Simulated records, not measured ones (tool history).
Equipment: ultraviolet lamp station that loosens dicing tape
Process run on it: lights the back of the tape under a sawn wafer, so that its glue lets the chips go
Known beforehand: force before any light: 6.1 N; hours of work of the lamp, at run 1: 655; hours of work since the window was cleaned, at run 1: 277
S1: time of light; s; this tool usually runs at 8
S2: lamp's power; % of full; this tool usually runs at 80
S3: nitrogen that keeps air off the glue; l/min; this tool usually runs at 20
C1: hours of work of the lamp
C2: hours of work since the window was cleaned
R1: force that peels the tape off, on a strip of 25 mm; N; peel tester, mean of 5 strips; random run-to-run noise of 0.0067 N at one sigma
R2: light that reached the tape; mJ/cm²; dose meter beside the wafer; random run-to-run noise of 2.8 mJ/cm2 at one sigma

| run | hour | S1 | S2 | S3 | C1 | C2 | R1 | R2 |
|---|---|---|---|---|---|---|---|---|
| 1 | 0.0 | 8 | 80 | 20 | 655 | 277 | 0.328 | 320 |
| 2 | 28.8 | 8 | 80 | 24 | 674 | 295 | 0.291 | 321 |
| 3 | 60.3 | 8 | 80 | 24 | 694 | 315 | 0.299 | 313 |
| 4 | 84.4 | 8 | 80 | 7 | 709 | 331 | 0.750 | 311 |
| 5 | 118.2 | 8 | 80 | 31 | 731 | 353 | 0.267 | 308 |
| 6 | 152.5 | 8 | 74 | 20 | 753 | 375 | 0.402 | 282 |
| 7 | 177.9 | 8 | 77 | 20 | 770 | 391 | 0.392 | 291 |
| 8 | 195.7 | 8 | 77 | 20 | 781 | 402 | 0.401 | 289 |
| 9 | 219.1 | 8 | 86 | 20 | 796 | 417 | 0.319 | 320 |
| 10 | 252.2 | 8 | 86 | 20 | 817 | 439 | 0.340 | 318 |
| 11 | 271.7 | 8 | 86 | 20 | 830 | 451 | 0.331 | 315 |
| 12 | 301.8 | 8 | 86 | 20 | 849 | 471 | 0.329 | 314 |
| 13 | 325.5 | 8 | 80 | 20 | 864 | 486 | 0.387 | 288 |
| 14 | 352.1 | 8 | 80 | 20 | 881 | 503 | 0.393 | 289 |
| 15 | 387.9 | 8 | 80 | 20 | 904 | 526 | 0.410 | 282 |
| 16 | 411.6 | 8 | 80 | 20 | 920 | 541 | 0.422 | 279 |
| 17 | 433.9 | 8 | 80 | 20 | 934 | 555 | 0.428 | 276 |
|  | 439.2 | window cleaned of glue's vapour |
| 18 | 463.7 | 8 | 80 | 20 | 953 | 16 | 0.373 | 292 |
| 19 | 498.8 | 12 | 88 | 20 | 975 | 38 | 0.180 | 486 |
| 20 | 519.1 | 11 | 96 | 11 | 988 | 51 | 0.249 | 480 |

Run 21 is up next; what results do you expect?
| 21 | 538.0 | 6 | 100 | 11 | 1001 | 63 | ? | ? |

Run 21 yielded R1 0.681 N, R2 271 mJ/cm².
If the tool had no hidden condition, the same run with the same run-to-run variation would have returned R1 0.368 N, R2 374 mJ/cm².

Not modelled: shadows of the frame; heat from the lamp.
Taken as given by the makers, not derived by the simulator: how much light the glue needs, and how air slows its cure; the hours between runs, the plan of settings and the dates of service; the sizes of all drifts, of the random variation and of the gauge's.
